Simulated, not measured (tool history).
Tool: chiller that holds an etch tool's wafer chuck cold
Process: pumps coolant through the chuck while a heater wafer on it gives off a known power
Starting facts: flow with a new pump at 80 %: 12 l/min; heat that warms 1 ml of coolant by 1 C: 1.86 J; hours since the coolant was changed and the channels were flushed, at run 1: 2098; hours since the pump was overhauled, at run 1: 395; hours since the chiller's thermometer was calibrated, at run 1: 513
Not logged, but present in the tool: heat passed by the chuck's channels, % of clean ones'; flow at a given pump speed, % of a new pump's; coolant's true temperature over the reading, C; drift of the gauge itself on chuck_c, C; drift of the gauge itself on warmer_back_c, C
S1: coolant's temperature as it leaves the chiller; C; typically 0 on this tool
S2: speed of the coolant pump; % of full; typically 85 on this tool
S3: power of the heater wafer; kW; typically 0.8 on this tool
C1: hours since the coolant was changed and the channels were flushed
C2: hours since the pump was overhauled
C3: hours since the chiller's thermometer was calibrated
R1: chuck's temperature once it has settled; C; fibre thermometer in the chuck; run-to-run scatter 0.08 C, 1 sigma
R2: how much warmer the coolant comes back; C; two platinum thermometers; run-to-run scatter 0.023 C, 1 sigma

run	day	S1	S2	S3	C1	C2	C3	R1	R2
1	0	0	85	0.8	2098	395	513	5.81	2
2	1	0	85	0.8	2122	419	537	5.78	2.04
3	2.338	0	85	0.8	2154	451	569	5.54	1.98
4	3.546	0	85	0.8	2183	480	598	5.66	2
5	4.283	0	85	0.8	2200	498	616	5.79	2.03
6	5.371	0	95	0.8	2227	524	642	5.41	1.82
7	6.062	0	85	0.8	2243	541	659	5.75	2.04
8	7.546	0	85	0.8	2279	576	694	5.95	2.01
9	9.054	0	91	0.8	2315	612	731	5.59	1.89
10	10.225	0	91	0.8	2343	641	759	5.69	1.88
11	11.558	0	91	0.8	2375	672	791	5.53	1.91
12	12.817	0	91	0.8	2405	703	821	5.83	1.86
13	13.992	-9	85	0.8	2433	731	849	-3.09	2.03
14	14.817	-9	85	0.8	2453	751	869	-3.02	2.01
15	15.954	-9	85	0.8	2481	778	896	-3.09	1.99
16	17.383	-5	81	0.638	2515	812	930	-0.15	1.72
17	18.917	6	72	0.516	2552	849	967	10.33	1.54
18	19.604	-5	65	0.743	2568	866	984	1.56	2.49
19	20.929	-5	85	0.594	2600	897	1015	-0.34	1.5
20	22.475	-1	95	0.42	2637	935	1053	2.28	0.95
21	23.2	-2	90	0.457	2654	952	1070	1.39	1.1
22	24.521	0	83	1.045	2686	984	1102	7.89	2.7
23	25.354	-7	85	0.812	2706	1004	1122	-0.79	2.03

Below, each run's measurement less what the same run would have read without the hidden state. Both values contain the same run-to-run variation, but the gauge's scatter may not be the same in both:
run	R1
1	+0.02
2	+0.03
3	+0.05
4	+0.08
5	+0.08
6	+0.1
7	+0.11
8	+0.13
9	+0.16
10	+0.18
11	+0.2
12	+0.22
13	+0.24
14	+0.25
15	+0.28
16	+0.3
17	+0.32
18	+0.34
19	+0.35
20	+0.38
21	+0.38
22	+0.42
23	+0.43
R2: at most 0.01 C away from the measurement, every run.
